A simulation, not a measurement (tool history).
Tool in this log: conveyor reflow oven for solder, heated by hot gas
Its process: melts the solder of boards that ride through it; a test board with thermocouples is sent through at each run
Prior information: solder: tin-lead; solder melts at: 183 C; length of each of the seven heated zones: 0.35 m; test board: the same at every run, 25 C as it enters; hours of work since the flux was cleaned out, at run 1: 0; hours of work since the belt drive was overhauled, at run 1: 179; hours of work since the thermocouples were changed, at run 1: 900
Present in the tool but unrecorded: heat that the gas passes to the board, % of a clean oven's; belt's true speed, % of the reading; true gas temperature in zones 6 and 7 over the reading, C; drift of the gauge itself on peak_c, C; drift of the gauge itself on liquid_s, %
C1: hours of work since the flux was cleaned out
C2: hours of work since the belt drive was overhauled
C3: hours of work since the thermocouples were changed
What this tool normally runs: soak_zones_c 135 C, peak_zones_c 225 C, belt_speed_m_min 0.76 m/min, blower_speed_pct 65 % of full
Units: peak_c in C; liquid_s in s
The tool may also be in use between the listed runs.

{"run": 1, "day": 0.0, "soak_zones_c": 135, "peak_zones_c": 225, "belt_speed_m_min": 0.76, "blower_speed_pct": 65, "C1": 0, "C2": 179, "C3": 900, "peak_c": 208.6, "liquid_s": 34.9}
{"run": 2, "day": 3.454, "soak_zones_c": 135, "peak_zones_c": 225, "belt_speed_m_min": 0.655, "blower_speed_pct": 65, "C1": 52, "C2": 232, "C3": 953, "peak_c": 212.4, "liquid_s": 44.7}
{"run": 3, "day": 5.046, "soak_zones_c": 135, "peak_zones_c": 225, "belt_speed_m_min": 0.655, "blower_speed_pct": 65, "C1": 76, "C2": 256, "C3": 977, "peak_c": 212.7, "liquid_s": 45}
{"day": 5.746, "done": "thermocouples of zones 6 and 7 changed"}
{"run": 4, "day": 6.646, "soak_zones_c": 135, "peak_zones_c": 225, "belt_speed_m_min": 0.76, "blower_speed_pct": 61, "C1": 99, "C2": 279, "C3": 14, "peak_c": 207.1, "liquid_s": 33.7}
{"run": 5, "day": 8.508, "soak_zones_c": 121, "peak_zones_c": 225, "belt_speed_m_min": 0.76, "blower_speed_pct": 61, "C1": 128, "C2": 307, "C3": 42, "peak_c": 204.1, "liquid_s": 28.4}
{"day": 10.717, "done": "flux residue cleaned out of gas plates and filters"}
{"run": 6, "day": 12.258, "soak_zones_c": 121, "peak_zones_c": 225, "belt_speed_m_min": 0.76, "blower_speed_pct": 61, "C1": 23, "C2": 361, "C3": 96, "peak_c": 204.3, "liquid_s": 28.1}
{"run": 7, "day": 15.754, "soak_zones_c": 121, "peak_zones_c": 225, "belt_speed_m_min": 0.76, "blower_speed_pct": 61, "C1": 76, "C2": 414, "C3": 149, "peak_c": 204.3, "liquid_s": 28.5}
{"run": 8, "day": 18.321, "soak_zones_c": 121, "peak_zones_c": 225, "belt_speed_m_min": 0.798, "blower_speed_pct": 61, "C1": 115, "C2": 452, "C3": 187, "peak_c": 202.5, "liquid_s": 25}
{"run": 9, "day": 20.817, "soak_zones_c": 121, "peak_zones_c": 225, "belt_speed_m_min": 0.798, "blower_speed_pct": 61, "C1": 153, "C2": 490, "C3": 225, "peak_c": 202.5, "liquid_s": 25}
{"day": 21.367, "done": "flux residue cleaned out of gas plates and filters"}
{"run": 10, "day": 24.296, "soak_zones_c": 121, "peak_zones_c": 225, "belt_speed_m_min": 0.798, "blower_speed_pct": 61, "C1": 44, "C2": 540, "C3": 275, "peak_c": 202.4, "liquid_s": 25}
{"run": 11, "day": 25.912, "soak_zones_c": 121, "peak_zones_c": 225, "belt_speed_m_min": 0.798, "blower_speed_pct": 61, "C1": 69, "C2": 564, "C3": 299, "peak_c": 202.5, "liquid_s": 25.2}
{"run": 12, "day": 27.671, "soak_zones_c": 121, "peak_zones_c": 225, "belt_speed_m_min": 0.798, "blower_speed_pct": 80, "C1": 95, "C2": 591, "C3": 326, "peak_c": 207.9, "liquid_s": 30.5}
{"run": 13, "day": 29.983, "soak_zones_c": 135, "peak_zones_c": 225, "belt_speed_m_min": 0.76, "blower_speed_pct": 65, "C1": 131, "C2": 626, "C3": 361, "peak_c": 208.4, "liquid_s": 35}
{"run": 14, "day": 31.671, "soak_zones_c": 135, "peak_zones_c": 225, "belt_speed_m_min": 0.76, "blower_speed_pct": 65, "C1": 156, "C2": 651, "C3": 386, "peak_c": 208.4, "liquid_s": 34.6}
{"day": 32.167, "done": "flux residue cleaned out of gas plates and filters"}
{"run": 15, "day": 34.033, "soak_zones_c": 135, "peak_zones_c": 221, "belt_speed_m_min": 0.76, "blower_speed_pct": 65, "C1": 28, "C2": 684, "C3": 419, "peak_c": 204.5, "liquid_s": 32.5}
{"run": 16, "day": 37.242, "soak_zones_c": 135, "peak_zones_c": 221, "belt_speed_m_min": 0.772, "blower_speed_pct": 65, "C1": 77, "C2": 733, "C3": 468, "peak_c": 203.9, "liquid_s": 31.2}
{"run": 17, "day": 40.358, "soak_zones_c": 135, "peak_zones_c": 221, "belt_speed_m_min": 0.772, "blower_speed_pct": 65, "C1": 124, "C2": 780, "C3": 515, "peak_c": 204.3, "liquid_s": 31.2}
{"day": 42.821, "done": "flux residue cleaned out of gas plates and filters"}
{"run": 18, "day": 44.088, "soak_zones_c": 135, "peak_zones_c": 221, "belt_speed_m_min": 0.772, "blower_speed_pct": 65, "C1": 19, "C2": 833, "C3": 568, "peak_c": 204.5, "liquid_s": 31.1}
{"run": 19, "day": 45.796, "soak_zones_c": 135, "peak_zones_c": 221, "belt_speed_m_min": 0.772, "blower_speed_pct": 65, "C1": 45, "C2": 859, "C3": 594, "peak_c": 204.6, "liquid_s": 31.1}
{"run": 20, "day": 49.338, "soak_zones_c": 135, "peak_zones_c": 221, "belt_speed_m_min": 0.772, "blower_speed_pct": 65, "C1": 99, "C2": 913, "C3": 648, "peak_c": 204.2, "liquid_s": 31.6}
{"run": 21, "day": 51.954, "soak_zones_c": 140, "peak_zones_c": 221, "belt_speed_m_min": 0.772, "blower_speed_pct": 71, "C1": 138, "C2": 952, "C3": 687, "peak_c": 206.5, "liquid_s": 34.8}
{"day": 53.579, "done": "flux residue cleaned out of gas plates and filters"}
{"run": 22, "day": 54.204, "soak_zones_c": 135, "peak_zones_c": 225, "belt_speed_m_min": 0.76, "blower_speed_pct": 56, "C1": 9, "C2": 983, "C3": 718, "peak_c": 205.5, "liquid_s": 31.8}
{"run": 23, "day": 57.229, "soak_zones_c": 135, "peak_zones_c": 225, "belt_speed_m_min": 0.77, "blower_speed_pct": 61, "C1": 55, "C2": 1029, "C3": 764, "peak_c": 206.9, "liquid_s": 32.6}
{"run": 24, "day": 59.158, "soak_zones_c": 135, "peak_zones_c": 225, "belt_speed_m_min": 0.867, "blower_speed_pct": 65, "C1": 84, "C2": 1058, "C3": 793, "peak_c": 204.2, "liquid_s": 26.4}
{"run": 25, "day": 62.488, "soak_zones_c": 135, "peak_zones_c": 229, "belt_speed_m_min": 0.725, "blower_speed_pct": 52, "C1": 135, "C2": 1109, "C3": 844, "peak_c": 208.6, "liquid_s": 36.4}
{"day": 64.425, "done": "flux residue cleaned out of gas plates and filters"}
{"run": 26, "day": 64.717, "soak_zones_c": 141, "peak_zones_c": 225, "belt_speed_m_min": 0.735, "blower_speed_pct": 68, "C1": 4, "C2": 1139, "C3": 874, "peak_c": 211.1, "liquid_s": 40.1}
{"run": 27, "day": 66.238, "soak_zones_c": 121, "peak_zones_c": 217, "belt_speed_m_min": 0.805, "blower_speed_pct": 56, "C1": 27, "C2": 1162, "C3": 897, "peak_c": 193.8, "liquid_s": 15.9}

Run 28 is up next; what results do you expect?
{"run": 28, "day": 68.733, "soak_zones_c": 135, "peak_zones_c": 234, "belt_speed_m_min": 0.894, "blower_speed_pct": 65, "C1": 65, "C2": 1200, "C3": 935, "peak_c": "?", "liquid_s": "?"}

peak_c: 210.1 C
liquid_s: 29.6 s
Without the tool's hidden state the same run would have given peak_c 210.1 C, liquid_s 29.6 s.

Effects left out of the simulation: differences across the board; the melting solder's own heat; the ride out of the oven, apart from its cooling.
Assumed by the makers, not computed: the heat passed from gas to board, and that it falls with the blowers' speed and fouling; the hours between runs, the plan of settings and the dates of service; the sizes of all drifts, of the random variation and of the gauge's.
